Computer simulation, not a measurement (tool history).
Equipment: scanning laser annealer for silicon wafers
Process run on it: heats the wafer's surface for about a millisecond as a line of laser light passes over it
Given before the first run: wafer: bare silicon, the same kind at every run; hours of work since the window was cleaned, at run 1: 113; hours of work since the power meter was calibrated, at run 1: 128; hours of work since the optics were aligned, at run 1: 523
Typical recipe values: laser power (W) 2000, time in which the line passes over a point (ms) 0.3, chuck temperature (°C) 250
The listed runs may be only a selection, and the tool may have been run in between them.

run,hour,laser power (W),time in which the line passes over a point (ms),chuck temperature (°C),hours of work since the window was cleaned,hours of work since the power meter was calibrated,hours of work since the optics were aligned,highest temperature of the surface (°C)
1,0,2000,0.3,250,113,128,523,1012
2,7.4,2000,0.211,250,116,131,526,883
3,13.6,2000,0.3,250,119,134,529,1014
4,22.4,2000,0.3,250,123,138,533,1016
5,26.6,2000,0.3,250,125,140,535,1015
6,31.4,2000,0.3,250,127,142,537,1014
7,37.1,2130,0.3,250,129,144,539,1059
8,44.8,2130,0.3,250,133,148,543,1061
9,54.6,2000,0.375,250,137,152,547,1113
10,61.1,1741,0.3,250,140,155,550,920
11,70.6,1741,0.3,250,144,159,554,922
12,78.8,1741,0.3,250,148,163,558,920
13,83.1,1741,0.3,250,150,165,560,920
14,88.4,1741,0.3,250,152,167,562,922
15,94.9,2000,0.3,250,155,170,565,1013
16,101.6,2000,0.3,250,158,173,568,1015
17,107.6,2000,0.3,250,161,176,571,1010
18,117.3,1954,0.216,290,165,180,575,916
19,125.2,1954,0.216,290,168,183,578,912
20,135.5,2132,0.313,284,173,188,583,1112
21,143.1,2132,0.313,284,176,191,586,1112
22,147.8,2132,0.224,284,178,193,588,974
23,157.7,2132,0.224,284,183,198,593,972
24,162.8,1960,0.275,234,185,200,595,947
25,168.4,1960,0.275,234,188,203,598,948
26,173.8,1960,0.275,234,190,205,600,947
27,180.5,1960,0.275,234,193,208,603,945
28,186.9,1937,0.3,243,196,211,606,980
29,192.4,1937,0.3,243,198,213,608,980
30,197.5,1937,0.3,243,200,215,610,980

Some steps in highest temperature of the surface (°C), run to run, broken into two amounts with sign: the step expected even without the hidden condition (settings, incoming material, random variation), and the rest, left for the hidden condition together with whatever gauge scatter is not in both the measured and the hidden-condition-free result:
Hidden state present: light that passes the window, % of a clean one's; laser's true power over the reading, %; width of the line over the set one, %; drift of the gauge itself on peak_c, C.
Run 9 -> 10: laser power (W) 2000 -> 1741, time in which the line passes over a point (ms) 0.375 -> 0.3. highest temperature of the surface (°C) -193: hidden state +3, all else -196.
Run 19 -> 20: laser power (W) 1954 -> 2132, time in which the line passes over a point (ms) 0.216 -> 0.313, chuck temperature (°C) 290 -> 284. highest temperature of the surface (°C) +200: hidden state -4, all else +204.
Run 21 -> 22: time in which the line passes over a point (ms) 0.313 -> 0.224. highest temperature of the surface (°C) -138: hidden state +3, all else -141.

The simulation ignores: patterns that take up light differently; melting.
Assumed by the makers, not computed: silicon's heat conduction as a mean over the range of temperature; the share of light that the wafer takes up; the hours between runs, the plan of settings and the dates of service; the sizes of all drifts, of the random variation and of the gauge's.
